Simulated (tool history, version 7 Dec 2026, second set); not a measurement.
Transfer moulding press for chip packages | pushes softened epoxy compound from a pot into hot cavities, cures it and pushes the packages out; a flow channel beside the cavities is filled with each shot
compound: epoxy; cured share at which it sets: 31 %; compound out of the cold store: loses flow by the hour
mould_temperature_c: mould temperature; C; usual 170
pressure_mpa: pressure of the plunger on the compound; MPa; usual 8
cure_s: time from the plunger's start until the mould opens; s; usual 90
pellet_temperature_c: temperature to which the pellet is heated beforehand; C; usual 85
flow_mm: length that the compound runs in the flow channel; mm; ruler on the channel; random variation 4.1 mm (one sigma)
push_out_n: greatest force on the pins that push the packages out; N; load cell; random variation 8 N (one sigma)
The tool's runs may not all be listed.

| run | hour | mould_temperature_c | pressure_mpa | cure_s | pellet_temperature_c | incoming compound's hours out of the cold store | flow_mm | push_out_n |
|---|---|---|---|---|---|---|---|---|
| 1 | 0 | 170 | 8 | 90 | 85 | 25.2 | 899 | 425 |
| 2 | 8.7 | 170 | 8 | 75 | 85 | 38.4 | 851 | 494 |
| 3 | 24.8 | 170 | 8 | 75 | 85 | 27.9 | 882 | 576 |
| 4 | 40.7 | 170 | 7.25 | 90 | 85 | 9.5 | 912 | 484 |
| 5 | 57.4 | 170 | 8 | 90 | 85 | 13.5 | 948 | 514 |
| 6 | 66.5 | 170 | 8 | 90 | 89 | 17.6 | 923 | 511 |
|  | 74.8 | cavities cleaned with cleaning compound and waxed |
| 7 | 81.4 | 170 | 8 | 90 | 89 | 13.6 | 940 | 530 |
| 8 | 89.4 | 170 | 8 | 73 | 89 | 33.5 | 855 | 649 |
| 9 | 97.4 | 170 | 8 | 76 | 85 | 41.9 | 830 | 642 |
| 10 | 107.4 | 170 | 8 | 76 | 85 | 34.2 | 849 | 611 |
| 11 | 120.1 | 170 | 8 | 106 | 85 | 12 | 946 | 501 |
| 12 | 129.9 | 170 | 8 | 106 | 85 | 28 | 873 | 511 |
|  | 143.1 | cavities cleaned with cleaning compound and waxed, once more |
| 13 | 143.1 | 168 | 8.48 | 98 | 92 | 9.4 | 994 | 345 |
| 14 | 151.5 | 168 | 8.48 | 98 | 92 | 14.1 | 974 | 360 |
|  | 161.9 | plunger's sealing rings changed |
| 15 | 169.1 | 168 | 8.59 | 113 | 77 | 10.2 | 1031 | 406 |
| 16 | 179.4 | 168 | 8.59 | 125 | 77 | 40.2 | 904 | 395 |
| 17 | 194.1 | 166 | 9.32 | 90 | 85 | 47.6 | 911 | 497 |
| 18 | 203.3 | 170 | 6.21 | 92 | 79 | 32.7 | 787 | 458 |
| 19 | 219.6 | 167 | 8 | 90 | 84 | 38.6 | 872 | 529 |
| 20 | 227.5 | 167 | 8 | 90 | 84 | 9 | 989 | 551 |
| 21 | 243.6 | 176 | 8 | 120 | 85 | 12.7 | 945 | 485 |
|  | 249 | cavities cleaned with cleaning compound and waxed |
| 22 | 260.8 | 170 | 8 | 81 | 87 | 29.7 | 896 | 408 |
| 23 | 272.9 | 169 | 8 | 77 | 92 | 22.4 | 936 | 510 |
| 24 | 286.3 | 169 | 8 | 77 | 92 | 44.9 | 830 | 508 |

The same runs without the tool's hidden state, with the same run-to-run variation:
The hidden state here: true mould temperature over the reading, C; pressure that reaches the compound, % of what is set; grip of the stained cavities, % over clean ones'; drift of the gauge itself on flow_mm, %; drift of the gauge itself on push_out_n, %.
| run | flow_mm | push_out_n |
|---|---|---|
| 1 | 917 | 343 |
| 2 | 868 | 383 |
| 3 | 902 | 422 |
| 4 | 934 | 346 |
| 5 | 972 | 357 |
| 6 | 947 | 350 |
| 7 | 966 | 346 |
| 8 | 879 | 417 |
| 9 | 854 | 411 |
| 10 | 875 | 387 |
| 11 | 975 | 321 |
| 12 | 901 | 327 |
| 13 | 1027 | 337 |
| 14 | 1007 | 329 |
| 15 | 1030 | 343 |
| 16 | 904 | 320 |
| 17 | 913 | 377 |
| 18 | 789 | 339 |
| 19 | 875 | 375 |
| 20 | 994 | 384 |
| 21 | 951 | 336 |
| 22 | 902 | 368 |
| 23 | 944 | 425 |
| 24 | 838 | 398 |
